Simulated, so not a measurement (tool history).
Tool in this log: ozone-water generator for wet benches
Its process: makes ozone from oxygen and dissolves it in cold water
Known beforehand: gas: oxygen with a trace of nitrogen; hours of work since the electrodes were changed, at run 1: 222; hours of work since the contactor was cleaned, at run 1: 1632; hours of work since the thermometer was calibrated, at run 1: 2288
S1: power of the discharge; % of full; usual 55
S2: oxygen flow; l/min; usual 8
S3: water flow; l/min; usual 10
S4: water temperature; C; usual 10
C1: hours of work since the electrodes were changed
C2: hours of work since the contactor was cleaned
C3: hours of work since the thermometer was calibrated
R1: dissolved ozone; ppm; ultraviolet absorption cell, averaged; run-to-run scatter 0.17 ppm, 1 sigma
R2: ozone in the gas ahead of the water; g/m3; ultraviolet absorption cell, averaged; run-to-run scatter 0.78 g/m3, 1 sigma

run 1 hour=0 | S1=55 S2=8 S3=10 S4=10 | C1=222 C2=1632 C3=2288 | R1=23 R2=117.4
run 2 hour=24.8 | S1=55 S2=8 S3=10 S4=10 | C1=238 C2=1648 C3=2304 | R1=22.9 R2=117.5
run 3 hour=51.1 | S1=88 S2=8 S3=10 S4=10 | C1=255 C2=1665 C3=2320 | R1=34.4 R2=175.5
run 4 hour=70.3 | S1=88 S2=8 S3=10 S4=10 | C1=267 C2=1677 C3=2333 | R1=34 R2=176.9
run 5 hour=101 | S1=88 S2=4.51 S3=10 S4=10 | C1=286 C2=1696 C3=2352 | R1=33.9 R2=219.6
run 6 hour=123.8 | S1=88 S2=4.51 S3=10 S4=10 | C1=301 C2=1711 C3=2367 | R1=33.4 R2=218.4
run 7 hour=161.7 | S1=55 S2=8 S3=10 S4=10 | C1=325 C2=1735 C3=2391 | R1=22.5 R2=117.8
-- hour=165.6 water thermometer calibrated
run 8 hour=185.5 | S1=55 S2=8 S3=10 S4=10 | C1=340 C2=1750 C3=13 | R1=22.4 R2=116.3
run 9 hour=221.4 | S1=55 S2=12.22 S3=10 S4=10 | C1=362 C2=1772 C3=35 | R1=21.8 R2=98.9
run 10 hour=263.9 | S1=55 S2=12.22 S3=10 S4=10 | C1=389 C2=1799 C3=62 | R1=21.9 R2=99.5
run 11 hour=307.2 | S1=55 S2=12.22 S3=10 S4=10 | C1=417 C2=1827 C3=90 | R1=21.8 R2=99.7
run 12 hour=333.2 | S1=55 S2=8 S3=10 S4=5 | C1=433 C2=1843 C3=106 | R1=24.8 R2=116.5
run 13 hour=355.1 | S1=55 S2=8 S3=6 S4=10 | C1=447 C2=1857 C3=120 | R1=29.1 R2=116.6
run 14 hour=379.4 | S1=55 S2=8 S3=6 S4=10 | C1=463 C2=1873 C3=136 | R1=29.3 R2=117
run 15 hour=404.5 | S1=55 S2=8 S3=10 S4=9 | C1=479 C2=1888 C3=152 | R1=22.9 R2=116.9
-- hour=429 water thermometer calibrated, once more
run 16 hour=450.1 | S1=85 S2=8 S3=10 S4=10 | C1=507 C2=1917 C3=13 | R1=32.8 R2=167.9
run 17 hour=495 | S1=53 S2=9.94 S3=9 S4=9 | C1=536 C2=1946 C3=42 | R1=23.1 R2=102.8
run 18 hour=519.9 | S1=53 S2=9.94 S3=9 S4=9 | C1=551 C2=1961 C3=58 | R1=23.3 R2=104.8
run 19 hour=550.1 | S1=67 S2=12.56 S3=8 S4=11 | C1=571 C2=1980 C3=77 | R1=27.9 R2=117.1
run 20 hour=583 | S1=93 S2=6.4 S3=8 S4=11 | C1=591 C2=2001 C3=98 | R1=39.8 R2=197.3
run 21 hour=619.9 | S1=55 S2=8 S3=11 S4=7 | C1=615 C2=2025 C3=121 | R1=22.9 R2=115.9
run 22 hour=643.4 | S1=41 S2=4.26 S3=10 S4=6 | C1=630 C2=2040 C3=136 | R1=18 R2=112.6
run 23 hour=683.6 | S1=41 S2=4.26 S3=10 S4=6 | C1=655 C2=2065 C3=161 | R1=17.9 R2=112.2
run 24 hour=708.6 | S1=41 S2=4.26 S3=10 S4=6 | C1=671 C2=2081 C3=177 | R1=17.9 R2=114.8
run 25 hour=741.9 | S1=88 S2=4.13 S3=8 S4=8 | C1=692 C2=2102 C3=198 | R1=39.3 R2=217.2

Alternative continuations, all from the tool just after run 25; predict every row:
run A hour=779.3 | S1=88 S2=9.97 S3=13 S4=8 | C1=716 C2=2126 C3=222 | R1=? R2=?
run B hour=779.3 | S1=55 S2=10.13 S3=10 S4=15 | C1=716 C2=2126 C3=222 | R1=? R2=?
run C hour=779.3 | S1=88 S2=7.76 S3=15 S4=8 | C1=716 C2=2126 C3=222 | R1=? R2=?

run=A R1=29.5 R2=157.7
run=B R1=19.8 R2=106.5
run=C R1=26.3 R2=173.4
What these runs would have given with no unlogged condition in the tool:
run=A R1=31.8 R2=165.1
run=B R1=20.9 R2=109.8
run=C R1=28.4 R2=181.6

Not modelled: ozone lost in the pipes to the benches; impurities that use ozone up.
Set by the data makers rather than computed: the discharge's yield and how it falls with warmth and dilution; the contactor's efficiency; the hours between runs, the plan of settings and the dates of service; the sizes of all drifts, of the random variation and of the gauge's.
